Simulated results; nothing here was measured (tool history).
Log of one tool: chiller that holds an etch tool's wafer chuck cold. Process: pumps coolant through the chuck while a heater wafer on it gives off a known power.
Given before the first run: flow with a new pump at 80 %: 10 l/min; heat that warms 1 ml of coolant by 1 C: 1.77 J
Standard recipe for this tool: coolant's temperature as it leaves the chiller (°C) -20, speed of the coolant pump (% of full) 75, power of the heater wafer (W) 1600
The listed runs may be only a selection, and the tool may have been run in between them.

run,hour,coolant's temperature as it leaves the chiller (°C),speed of the coolant pump (% of full),power of the heater wafer (W),chuck's temperature once it has settled (°C),how much warmer the coolant comes back (C)
1,0.0,-20,75,1600,-7.2,5.86
2,34.0,-20,75,1600,-7.1,5.81
3,68.6,-20,75,1600,-7.0,5.82
4,98.4,-20,95,1600,-9.9,4.50
5,124.5,-20,95,1600,-9.4,4.51
6,161.1,-20,75,1984,-4.0,7.26
7,183.2,-20,75,1984,-3.9,7.24
8,200.4,-20,61,1600,-4.3,7.37
9,220.6,-20,61,1600,-4.4,7.43
10,246.3,-20,61,1600,-4.3,7.42
11,274.3,-20,61,1600,-4.4,7.45
12,308.1,-20,75,1600,-7.0,5.95
13,325.9,-20,75,1600,-7.1,5.93
14,350.2,-20,75,1600,-7.1,5.90
15,368.9,-28,75,1600,-14.9,5.90
16,384.9,-20,75,1600,-7.0,5.99
17,407.5,-17,61,1524,-2.0,7.13
18,429.8,-24,98,1600,-13.7,4.51
19,455.3,-20,91,1600,-9.4,4.87
20,488.3,-26,75,830,-19.4,3.26
21,506.5,-26,75,830,-19.1,3.19
22,531.1,-20,62,1514,-5.5,6.99
23,559.9,-16,88,1693,-4.2,5.44
24,575.2,-11,98,1693,-0.2,4.78
25,610.0,-17,70,1271,-6.0,5.25
26,643.4,-23,64,1600,-8.3,7.21
27,676.0,-23,64,1600,-8.1,7.20
28,693.5,-20,75,1377,-8.9,5.32
29,728.6,-20,75,1377,-8.8,5.32
30,745.1,-18,98,873,-12.5,2.73
31,761.4,-19,76,1442,-7.5,5.51

The logged runs with the hidden state left out (each run's random variation unchanged):
The hidden state here: heat passed by the chuck's channels, % of clean ones'; flow at a given pump speed, % of a new pump's; coolant's true temperature over the reading, C; drift of the gauge itself on chuck_c, C; drift of the gauge itself on warmer_back_c, C.
run,how much warmer the coolant comes back (C)
1,5.86
2,5.80
3,5.79
4,4.46
5,4.46
6,7.19
7,7.16
8,7.28
9,7.33
10,7.31
11,7.33
12,5.81
13,5.78
14,5.74
15,5.74
16,5.82
17,6.95
18,4.32
19,4.67
20,3.05
21,2.97
22,6.76
23,5.20
24,4.52
25,4.98
26,6.93
27,6.90
28,5.01
29,5.00
30,2.40
31,5.17
chuck's temperature once it has settled (°C) without the hidden state stays within 0.1 of what was measured, in all runs.
